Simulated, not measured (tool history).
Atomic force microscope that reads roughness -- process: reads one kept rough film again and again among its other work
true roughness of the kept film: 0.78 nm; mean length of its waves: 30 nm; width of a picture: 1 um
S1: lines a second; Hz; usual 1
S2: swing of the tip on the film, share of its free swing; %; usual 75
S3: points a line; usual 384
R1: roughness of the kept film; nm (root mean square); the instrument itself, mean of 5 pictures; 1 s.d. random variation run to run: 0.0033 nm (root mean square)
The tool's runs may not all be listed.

run     day    S1  S2    S3     R1
  1       0     1  75   384  0.697
      0.662  -- new tip fitted
  2   0.917     1  75   384  0.722
  3   1.862     1  75   384  0.719
  4   2.379     1  75   384   0.72
  5   3.354     1  75   384  0.715
  6     4.5  0.51  75   384  0.721
  7   5.096     1  75   384  0.707
  8   5.725     1  75   384  0.703
  9   6.754     1  75   659  0.698
 10   7.412     1  75   659  0.699
 11   8.021     1  75   384  0.693
      8.142  -- new tip fitted
 12   9.075     1  62   384  0.739
 13   9.592  1.58  75   929  0.707
 14  10.196  0.99  70   457  0.719
 15  10.779  0.67  59   376  0.733
 16  11.462  0.87  73   264  0.718
 17  12.162  3.64  82   370  0.609
 18  13.088  0.62  55   912  0.729
 19  13.938  3.65  57  1022  0.695
 20  15.167  3.65  57  1022  0.692
     15.596  -- new tip fitted
 21  16.317  3.65  57  1022  0.723
 22  17.104  2.83  58   568  0.714
 23  18.242  2.83  58   568  0.714
 24  18.992  2.83  58   568  0.712

Branching from run 24: 4 alternative next runs. What would each branch give?
  A  20.117  0.97  75  862   ?
  B  20.117     1  75  732   ?
  C  20.117  0.78  75  804   ?
  D  20.117     1  72  384   ?

run     R1
  A  0.711
  B  0.711
  C  0.716
  D  0.709
With the hidden condition removed and each run's random variation left untouched, the same runs would have given:
run     R1
  A  0.737
  B  0.736
  C  0.742
  D  0.734
